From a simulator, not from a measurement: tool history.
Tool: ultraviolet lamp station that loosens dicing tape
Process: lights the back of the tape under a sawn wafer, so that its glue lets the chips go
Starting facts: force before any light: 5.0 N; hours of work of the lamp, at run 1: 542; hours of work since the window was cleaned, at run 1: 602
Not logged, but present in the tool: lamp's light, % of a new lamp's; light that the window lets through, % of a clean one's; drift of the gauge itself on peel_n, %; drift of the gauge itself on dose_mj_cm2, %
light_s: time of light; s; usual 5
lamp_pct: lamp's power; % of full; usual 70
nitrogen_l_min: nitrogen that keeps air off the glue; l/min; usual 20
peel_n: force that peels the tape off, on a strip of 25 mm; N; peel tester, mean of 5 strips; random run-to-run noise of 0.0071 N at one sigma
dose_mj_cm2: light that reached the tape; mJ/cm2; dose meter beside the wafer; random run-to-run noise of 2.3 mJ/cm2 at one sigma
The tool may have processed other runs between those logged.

run	day	light_s	lamp_pct	nitrogen_l_min	hours of work of the lamp	hours of work since the window was cleaned	peel_n	dose_mj_cm2
1	0	5	70	20	542	602	0.252	243
2	0.529	5	70	20	551	612	0.246	244
3	0.888	5	70	15	558	619	0.295	248
4	1.346	5	70	10	567	627	0.396	239
5	2.062	5	70	10	580	640	0.378	246
6	2.642	5	70	10	591	651	0.392	245
7	3.158	5	73	20	601	661	0.231	255
8	3.762	5	95	20	612	672	0.139	332
9	4.229	5	95	20	621	681	0.133	331
# day 4.654: window cleaned of glue's vapour
10	4.929	5	95	20	633	5	0.145	337
11	5.296	5	74	20	640	12	0.219	261
12	5.625	2	74	20	646	18	1.261	106
13	6.067	2	74	20	654	26	1.276	106
14	6.529	2	74	20	663	35	1.29	102
15	6.854	5	70	19	669	41	0.257	246
16	7.262	5	70	19	677	49	0.271	243
17	7.846	5	70	19	688	60	0.259	246
18	8.433	5	70	19	699	70	0.27	243
19	9.083	5	70	19	711	83	0.262	248
20	9.425	5	70	20	717	89	0.252	245
21	10.025	5	70	20	728	100	0.249	246
22	10.708	4	63	22	741	113	0.476	175

What will run 23 give?
23	11.262	7	63	15	751	123	?	?

peel_n: 0.184 N
dose_mj_cm2: 305 mJ/cm2
Were there no unlogged condition in the tool, this run, its random variation unchanged, would have produced peel_n 0.184 N, dose_mj_cm2 306 mJ/cm2.

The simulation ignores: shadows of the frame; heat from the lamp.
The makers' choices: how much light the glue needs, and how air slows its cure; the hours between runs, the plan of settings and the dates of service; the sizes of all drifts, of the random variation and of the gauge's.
